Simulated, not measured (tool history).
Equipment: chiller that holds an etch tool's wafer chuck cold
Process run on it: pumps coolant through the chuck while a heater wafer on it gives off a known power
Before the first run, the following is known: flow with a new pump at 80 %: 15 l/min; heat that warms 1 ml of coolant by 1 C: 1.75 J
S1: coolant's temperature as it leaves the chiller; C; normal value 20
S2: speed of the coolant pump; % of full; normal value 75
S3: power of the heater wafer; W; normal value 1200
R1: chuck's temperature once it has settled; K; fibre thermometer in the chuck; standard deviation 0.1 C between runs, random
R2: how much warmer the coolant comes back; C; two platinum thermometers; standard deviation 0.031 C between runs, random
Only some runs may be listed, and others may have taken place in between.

run 1 hour=0 | S1=20 S2=75 S3=1200 | R1=302.45 R2=3.08
run 2 hour=80 | S1=20 S2=75 S3=1200 | R1=302.75 R2=3.14
run 3 hour=132.1 | S1=20 S2=75 S3=1200 | R1=302.65 R2=3.11
run 4 hour=233.2 | S1=20 S2=75 S3=1200 | R1=302.65 R2=3.07
run 5 hour=321.8 | S1=20 S2=75 S3=1200 | R1=302.55 R2=3.09
run 6 hour=375.1 | S1=20 S2=75 S3=1200 | R1=302.55 R2=3.17
run 7 hour=474.2 | S1=20 S2=79 S3=1200 | R1=302.35 R2=3.02
run 8 hour=570.9 | S1=24 S2=75 S3=1200 | R1=306.65 R2=3.15
run 9 hour=647.1 | S1=20 S2=95 S3=1200 | R1=301.45 R2=2.48
run 10 hour=715.2 | S1=20 S2=95 S3=1200 | R1=301.45 R2=2.46
run 11 hour=766.1 | S1=20 S2=82 S3=1200 | R1=302.45 R2=2.89
run 12 hour=838 | S1=20 S2=75 S3=1200 | R1=303.25 R2=3.17
run 13 hour=924.9 | S1=20 S2=75 S3=1200 | R1=303.25 R2=3.15
run 14 hour=1010.1 | S1=20 S2=75 S3=1200 | R1=303.15 R2=3.17
run 15 hour=1073.3 | S1=20 S2=75 S3=1200 | R1=303.05 R2=3.17
run 16 hour=1162.2 | S1=20 S2=75 S3=1200 | R1=303.25 R2=3.15
run 17 hour=1222.5 | S1=14 S2=73 S3=604 | R1=292.25 R2=1.61
run 18 hour=1313.5 | S1=13 S2=68 S3=609 | R1=291.65 R2=1.8
run 19 hour=1402.6 | S1=13 S2=73 S3=1066 | R1=295.25 R2=2.96
run 20 hour=1476.2 | S1=20 S2=61 S3=1200 | R1=304.95 R2=3.86
run 21 hour=1521.6 | S1=20 S2=61 S3=1200 | R1=304.95 R2=3.89
run 22 hour=1605.6 | S1=20 S2=61 S3=1200 | R1=304.95 R2=3.93
run 23 hour=1654.8 | S1=20 S2=75 S3=1727 | R1=307.85 R2=4.62
run 24 hour=1704.5 | S1=26 S2=80 S3=1727 | R1=312.95 R2=4.26
run 25 hour=1757.8 | S1=20 S2=75 S3=1220 | R1=303.45 R2=3.26
run 26 hour=1817.1 | S1=20 S2=94 S3=1200 | R1=301.85 R2=2.57
run 27 hour=1896 | S1=20 S2=94 S3=1200 | R1=301.75 R2=2.55
run 28 hour=1987.6 | S1=19 S2=76 S3=755 | R1=298.55 R2=1.97
run 29 hour=2049 | S1=19 S2=76 S3=755 | R1=298.55 R2=1.97
run 30 hour=2139.1 | S1=16 S2=76 S3=960 | R1=297.25 R2=2.57
run 31 hour=2224.5 | S1=16 S2=76 S3=960 | R1=297.25 R2=2.6

Not shown: 1 entry that the log had between the listed runs. Between which runs, and how does the tool's hidden state differ before and after?
In the gap between runs 8 and 9: chiller's thermometer calibrated (hour 643.7)
  heat passed by the chuck's channels, % of clean ones': 82.7 -> 82.5; flow at a given pump speed, % of a new pump's: 93.2 -> 93.1; coolant's true temperature over the reading, C: -0.35 -> 0.03
  what was measured, less what the result would be without the hidden state, R1: +1.5 -> +1.6 K; R2: +0.22 -> +0.17 C
